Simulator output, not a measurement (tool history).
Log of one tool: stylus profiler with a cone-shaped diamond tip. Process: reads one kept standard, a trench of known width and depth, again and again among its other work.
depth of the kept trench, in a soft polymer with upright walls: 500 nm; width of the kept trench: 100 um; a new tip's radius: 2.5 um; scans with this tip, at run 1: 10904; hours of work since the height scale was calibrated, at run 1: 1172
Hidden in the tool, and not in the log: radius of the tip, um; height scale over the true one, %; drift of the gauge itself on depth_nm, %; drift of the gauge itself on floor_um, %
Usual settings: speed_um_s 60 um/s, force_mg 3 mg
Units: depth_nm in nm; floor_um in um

run	hour	speed_um_s	force_mg	scans with this tip	hours of work since the height scale was calibrated	depth_nm	floor_um
1	0	60	3	10904	1172	504.05	95.6
2	62.6	60	3	11140	1197	504.12	95.6
3	151.8	60	3.16	11476	1234	504.32	95.6
4	199.9	60	3.16	11657	1253	504.21	95.55
5	273.9	60	3.16	11936	1283	504.18	95.49
6	361.1	60	3.16	12265	1318	504.15	95.52
7	408.6	60	3.16	12443	1338	504.16	95.46
8	497.9	60	1.13	12780	1374	501.64	95.26
9	554.2	60	1.13	12992	1397	501.6	95.25
10	629	60	1.13	13274	1427	501.58	95.19
11	720.6	60	1.13	13619	1464	501.64	95.18
12	761.3	60	4	13772	1480	504.93	95.46
13	836.6	210	4	14056	1511	504.99	94.66
14	908.6	123	3	14327	1540	503.86	95.01
15	954.2	46	3	14499	1559	503.76	95.41
16	1018.7	60	3	14742	1585	503.75	95.27
17	1102.3	60	2.11	15057	1619	502.82	95.12
18	1151.6	60	2.11	15243	1639	502.72	95.18
19	1204.8	139	2.61	15443	1660	503.39	94.71
20	1259.7	31	1.25	15651	1682	501.58	95.25
21	1332.5	23	1.84	15925	1712	502.4	95.41
22	1369.4	17	8.59	16064	1727	508.75	95.46
23	1446.9	194	1.65	16356	1758	502.15	94.04
24	1500.7	34	1.87	16558	1780	502.34	95.24
25	1549.5	77	3.63	16742	1800	504.41	95.03
26	1603	88	2.25	16944	1821	502.79	94.85
# hour 1636.3: height scale calibrated on a step standard
27	1672.6	27	3.99	17204	15	506.12	95.28
28	1729	73	4.94	17417	38	507.02	95.03
29	1805.1	59	3	17704	68	505.04	95.04
30	1882.5	19	2.12	17995	100	504.01	95.24
31	1930.6	33	3.06	18176	119	505.03	95.17
32	2000.9	33	3.06	18441	148	505.06	95.13
33	2048.4	60	8.68	18620	167	510.14	95.12
34	2090.6	83	5.8	18779	184	507.62	94.99

Hidden state or all else? Some run-to-run changes of depth_nm, split into what the settings, what came in and random variation would give without the hidden state, and what is left for the hidden state (with any gauge scatter that isn't in both results):
Run 21 -> 22: speed_um_s 23 -> 17, force_mg 1.84 -> 8.59. depth_nm +6.35 nm: hidden state -0.03, all else +6.38.
Run 22 -> 23: speed_um_s 17 -> 194, force_mg 8.59 -> 1.65. depth_nm -6.6 nm: hidden state +0, all else -6.6.
Run 26 -> 27: speed_um_s 88 -> 27, force_mg 2.25 -> 3.99, height scale calibrated on a step standard. depth_nm +3.33 nm: hidden state +1.38, all else +1.95.
Run 31 -> 32: no setting changed, nothing entered. depth_nm +0.03 nm: hidden state -0.03, all else +0.06.
Run 32 -> 33: speed_um_s 33 -> 60, force_mg 3.06 -> 8.68. depth_nm +5.08 nm: hidden state -0.01, all else +5.09.
